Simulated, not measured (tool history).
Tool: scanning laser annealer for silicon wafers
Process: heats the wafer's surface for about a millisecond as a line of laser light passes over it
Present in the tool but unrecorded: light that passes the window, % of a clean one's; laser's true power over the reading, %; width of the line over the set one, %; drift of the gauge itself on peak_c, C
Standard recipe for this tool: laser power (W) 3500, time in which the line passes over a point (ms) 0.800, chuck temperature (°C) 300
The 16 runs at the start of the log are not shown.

run,hour,laser power (W),time in which the line passes over a point (ms),chuck temperature (°C),hours of work since the window was cleaned,hours of work since the power meter was calibrated,hours of work since the optics were aligned,highest temperature of the surface (°C)
17,181.1,3500,0.688,300,67,160,614,960
18,195.6,3500,0.688,300,75,168,622,960
19,204.2,3744,0.688,300,80,173,627,1019
# hour 209.9: optics aligned, line set to its width
20,220.3,3744,0.688,300,86,179,6,1018
21,231.9,3744,0.858,286,92,185,12,1089
22,247.5,3013,0.882,323,101,194,21,942
# hour 255.6: optics aligned, line set to its width, once more
23,263.1,3500,0.588,323,107,200,4,942
24,274.9,3781,0.588,336,114,207,11,1018
25,289.3,3781,0.588,336,122,215,19,1015
26,299.3,3781,0.916,297,128,221,25,1148
27,312.8,3500,0.729,332,135,228,32,1020
28,328.1,3093,0.790,300,144,237,41,912
29,341.1,3500,0.597,277,151,244,48,902
30,355.6,3500,0.597,277,159,252,56,898
31,370.1,3717,0.800,264,167,260,64,1042
32,383.5,3717,0.659,288,175,268,72,992
33,399.5,3500,0.955,300,184,277,81,1086
34,411.4,3651,0.728,298,191,284,88,1024
35,420.5,3160,0.608,261,196,289,93,811
36,431.1,2981,0.699,274,202,295,99,826

3 options for the next run, each taken on its own from the tool as it stands now. Forecast them:
A,438.2,3054,0.872,274,206,299,103,?
B,438.2,3176,0.761,302,206,299,103,?
C,438.2,2981,0.705,274,206,299,103,?

run,highest temperature of the surface (°C)
A,906
B,922
C,827
Without the tool's hidden state the same runs would have given:
run,highest temperature of the surface (°C)
A,918
B,933
C,837
